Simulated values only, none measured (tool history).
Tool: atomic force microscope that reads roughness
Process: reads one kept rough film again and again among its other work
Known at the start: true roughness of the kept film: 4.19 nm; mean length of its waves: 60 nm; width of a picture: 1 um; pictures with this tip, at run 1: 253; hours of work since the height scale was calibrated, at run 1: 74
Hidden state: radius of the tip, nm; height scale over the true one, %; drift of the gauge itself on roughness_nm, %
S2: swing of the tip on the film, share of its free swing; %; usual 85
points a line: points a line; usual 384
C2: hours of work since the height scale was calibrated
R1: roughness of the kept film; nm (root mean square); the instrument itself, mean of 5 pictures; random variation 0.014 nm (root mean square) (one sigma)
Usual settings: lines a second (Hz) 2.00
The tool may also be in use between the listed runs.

Run 1, day 0.000: usual settings; pictures with this tip 253; C2 74. Result: R1 2.789 nm (root mean square).
Run 2, day 0.654: usual settings but S2 57 %; pictures with this tip 277; C2 84. Result: R1 3.248 nm (root mean square).
At day 1.029: new tip fitted.
Run 3, day 1.300: usual settings but S2 57 %; pictures with this tip 10; C2 93. Result: R1 3.783 nm (root mean square).
Run 4, day 1.779: usual settings but lines a second (Hz) 2.64; pictures with this tip 28; C2 99. Result: R1 2.986 nm (root mean square).
Run 5, day 2.296: usual settings but lines a second (Hz) 0.52; pictures with this tip 47; C2 107. Result: R1 3.671 nm (root mean square).
Run 6, day 2.646: usual settings but lines a second (Hz) 0.52; pictures with this tip 59; C2 112. Result: R1 3.634 nm (root mean square).
Run 7, day 3.092: usual settings but lines a second (Hz) 1.09; pictures with this tip 76; C2 118. Result: R1 3.399 nm (root mean square).
Run 8, day 3.646: usual settings but lines a second (Hz) 1.09; pictures with this tip 96; C2 126. Result: R1 3.353 nm (root mean square).
Run 9, day 3.925: usual settings but S2 59 %, points a line 391; pictures with this tip 106; C2 130. Result: R1 3.554 nm (root mean square).
Run 10, day 4.425: usual settings but lines a second (Hz) 0.72, S2 62 %, points a line 391; pictures with this tip 124; C2 138. Result: R1 3.613 nm (root mean square).
Run 11, day 5.029: usual settings but lines a second (Hz) 0.72, S2 62 %, points a line 391; pictures with this tip 147; C2 146. Result: R1 3.580 nm (root mean square).
Run 12, day 5.333: usual settings but S2 71 %, points a line 645; pictures with this tip 158; C2 151. Result: R1 3.299 nm (root mean square).
Run 13, day 5.925: usual settings but lines a second (Hz) 2.54, S2 69 %, points a line 283; pictures with this tip 179; C2 159. Result: R1 3.197 nm (root mean square).

How the hidden state differs across the entries between the runs, from the last listed run before each to the first after it:
Between runs 2 and 3: new tip fitted (day 1.029)
  radius of the tip, nm: 48.6 -> 11.6
  measured less the result without the state, R1: -0.555 -> -0.030 nm (root mean square)

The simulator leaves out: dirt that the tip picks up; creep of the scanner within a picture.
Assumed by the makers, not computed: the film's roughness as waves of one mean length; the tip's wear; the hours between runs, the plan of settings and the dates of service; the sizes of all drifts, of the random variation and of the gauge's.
